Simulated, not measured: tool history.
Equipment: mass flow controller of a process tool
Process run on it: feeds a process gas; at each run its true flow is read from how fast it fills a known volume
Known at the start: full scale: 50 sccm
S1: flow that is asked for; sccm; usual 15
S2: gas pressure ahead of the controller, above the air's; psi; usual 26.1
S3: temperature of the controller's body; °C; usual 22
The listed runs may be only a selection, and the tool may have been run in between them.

{"run": 1, "hour": 0.0, "S1": 15, "S2": 26.1, "S3": 22, "true flow (%)": 97.39}
{"run": 2, "hour": 83.2, "S1": 15, "S2": 26.1, "S3": 22, "true flow (%)": 97.36}
{"run": 3, "hour": 171.6, "S1": 15, "S2": 26.1, "S3": 22, "true flow (%)": 97.14}
{"run": 4, "hour": 253.3, "S1": 15, "S2": 26.1, "S3": 22, "true flow (%)": 97.17}
{"run": 5, "hour": 296.5, "S1": 15, "S2": 26.1, "S3": 22, "true flow (%)": 97.33}
{"run": 6, "hour": 385.2, "S1": 15, "S2": 26.1, "S3": 25, "true flow (%)": 97.48}
{"run": 7, "hour": 451.8, "S1": 12, "S2": 26.1, "S3": 25, "true flow (%)": 97.3}
{"run": 8, "hour": 528.2, "S1": 15, "S2": 26.1, "S3": 25, "true flow (%)": 97.55}
{"run": 9, "hour": 604.0, "S1": 10, "S2": 26.1, "S3": 23, "true flow (%)": 96.78}
{"run": 10, "hour": 664.8, "S1": 15, "S2": 26.1, "S3": 30, "true flow (%)": 98.13}
{"run": 11, "hour": 740.1, "S1": 6, "S2": 34.4, "S3": 25, "true flow (%)": 96.76}
{"run": 12, "hour": 784.4, "S1": 5, "S2": 22.8, "S3": 21, "true flow (%)": 95.35}
{"run": 13, "hour": 841.7, "S1": 5, "S2": 22.8, "S3": 21, "true flow (%)": 95.34}
{"run": 14, "hour": 897.0, "S1": 9, "S2": 30.7, "S3": 40, "true flow (%)": 98.64}
{"run": 15, "hour": 933.0, "S1": 9, "S2": 30.7, "S3": 40, "true flow (%)": 98.66}

Branching from run 15: 4 alternative next runs. What would each branch give?
{"run": "A", "hour": 973.8, "S1": 29, "S2": 31.9, "S3": 27, "true flow (%)": "?"}
{"run": "B", "hour": 973.8, "S1": 9, "S2": 30.9, "S3": 31, "true flow (%)": "?"}
{"run": "C", "hour": 973.8, "S1": 7, "S2": 40, "S3": 29, "true flow (%)": "?"}
{"run": "D", "hour": 973.8, "S1": 14, "S2": 20.7, "S3": 28, "true flow (%)": "?"}

run=A true_flow_(%)=98.97
run=B true_flow_(%)=97.69
run=C true_flow_(%)=97.54
run=D true_flow_(%)=97.47
Had the tool no hidden state, the same runs would have come out as:
run=A true_flow_(%)=99.38
run=B true_flow_(%)=98.67
run=C true_flow_(%)=98.75
run=D true_flow_(%)=98.16

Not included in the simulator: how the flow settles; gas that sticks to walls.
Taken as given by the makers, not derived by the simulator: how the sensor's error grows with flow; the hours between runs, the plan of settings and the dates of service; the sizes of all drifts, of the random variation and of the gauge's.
